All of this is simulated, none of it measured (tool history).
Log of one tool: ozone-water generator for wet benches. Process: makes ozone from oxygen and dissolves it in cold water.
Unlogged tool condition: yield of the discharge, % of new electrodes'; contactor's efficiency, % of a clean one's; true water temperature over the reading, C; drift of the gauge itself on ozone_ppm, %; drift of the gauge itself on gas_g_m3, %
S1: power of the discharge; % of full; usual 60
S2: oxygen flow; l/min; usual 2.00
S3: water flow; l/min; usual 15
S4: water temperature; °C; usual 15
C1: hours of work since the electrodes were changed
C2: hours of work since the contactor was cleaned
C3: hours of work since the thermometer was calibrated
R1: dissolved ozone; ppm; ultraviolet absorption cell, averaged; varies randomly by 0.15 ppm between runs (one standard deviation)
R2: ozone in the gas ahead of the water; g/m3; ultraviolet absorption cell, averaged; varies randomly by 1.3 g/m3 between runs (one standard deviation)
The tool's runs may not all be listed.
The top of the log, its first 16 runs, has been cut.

Run 17, hour 822.3: usual settings but S2 2.50 l/min; C1 2220; C2 97; C3 2668. Result: R1 17.0 ppm, R2 195.9 g/m3.
Run 18, hour 854.3: usual settings but S1 52 % of full, S2 2.50 l/min; C1 2240; C2 117; C3 2688. Result: R1 15.5 ppm, R2 179.2 g/m3.
Run 19, hour 921.7: usual settings but S1 52 % of full, S2 1.05 l/min, S3 10 l/min; C1 2280; C2 158; C3 2729. Result: R1 20.2 ppm, R2 309.6 g/m3.
At hour 949.5: water thermometer calibrated.
Run 20, hour 973.2: usual settings but S1 52 % of full, S2 1.05 l/min, S3 10 l/min; C1 2311; C2 188; C3 14. Result: R1 20.5 ppm, R2 311.3 g/m3.
Run 21, hour 1011.4: usual settings but S1 52 % of full, S2 1.05 l/min, S3 10 l/min; C1 2334; C2 211; C3 37. Result: R1 20.3 ppm, R2 312.7 g/m3.
Run 22, hour 1053.8: usual settings but S1 52 % of full, S2 1.05 l/min, S3 10 l/min; C1 2360; C2 237; C3 63. Result: R1 20.4 ppm, R2 311.3 g/m3.
At hour 1109.4: contactor cleaned, once more.
Run 23, hour 1128.5: usual settings but S2 1.25 l/min, S4 20 °C; C1 2403; C2 12; C3 106. Result: R1 16.3 ppm, R2 307.3 g/m3.
Run 24, hour 1172.7: usual settings but S2 1.25 l/min, S4 20 °C; C1 2430; C2 38; C3 133. Result: R1 16.2 ppm, R2 306.8 g/m3.
Run 25, hour 1245.9: usual settings but S3 10 l/min, S4 12 °C; C1 2474; C2 83; C3 177. Result: R1 25.9 ppm, R2 225.7 g/m3.
Run 26, hour 1304.4: usual settings but S3 10 l/min, S4 12 °C; C1 2510; C2 118; C3 213. Result: R1 25.3 ppm, R2 226.8 g/m3.
Run 27, hour 1352.7: usual settings but S3 10 l/min, S4 12 °C; C1 2539; C2 147; C3 242. Result: R1 25.7 ppm, R2 226.2 g/m3.
Run 28, hour 1419.3: usual settings but S1 47 % of full, S2 3.42 l/min, S4 19 °C; C1 2579; C2 188; C3 282. Result: R1 14.5 ppm, R2 135.8 g/m3.
Run 29, hour 1478.1: usual settings but S1 47 % of full, S2 3.42 l/min, S4 19 °C; C1 2615; C2 223; C3 318. Result: R1 14.6 ppm, R2 136.6 g/m3.
Run 30, hour 1542.5: usual settings but S1 47 % of full, S2 1.15 l/min, S4 19 °C; C1 2654; C2 262; C3 357. Result: R1 13.5 ppm, R2 273.9 g/m3.
Run 31, hour 1580.5: usual settings but S1 47 % of full, S2 1.15 l/min, S4 19 °C; C1 2677; C2 285; C3 380. Result: R1 13.7 ppm, R2 273.4 g/m3.
Run 32, hour 1623.6: usual settings but S1 57 % of full, S2 1.15 l/min, S3 19 l/min, S4 19 °C; C1 2703; C2 311; C3 406. Result: R1 12.1 ppm, R2 310.7 g/m3.

Alternative continuations, all from the tool just after run 32; predict every row:
Run A, hour 1694.1: usual settings but S2 1.31 l/min, S3 17 l/min; C1 2746; C2 354; C3 449. Result: R1 ?, R2 ?.
Run B, hour 1694.1: usual settings but S1 86 % of full, S2 1.12 l/min, S3 16 l/min; C1 2746; C2 354; C3 449. Result: R1 ?, R2 ?.
Run C, hour 1694.1: usual settings but S1 62 % of full, S3 23 l/min, S4 19 °C; C1 2746; C2 354; C3 449. Result: R1 ?, R2 ?.

run    R1     R2
  A  15.1  299.4
  B  19.8  421.8
  C  11.8  232.1
The same runs, with their run-to-run variation unchanged, on a tool lacking any hidden condition would have given:
run    R1     R2
  A  15.6  306.2
  B  20.6  434.2
  C  12.2  237.5

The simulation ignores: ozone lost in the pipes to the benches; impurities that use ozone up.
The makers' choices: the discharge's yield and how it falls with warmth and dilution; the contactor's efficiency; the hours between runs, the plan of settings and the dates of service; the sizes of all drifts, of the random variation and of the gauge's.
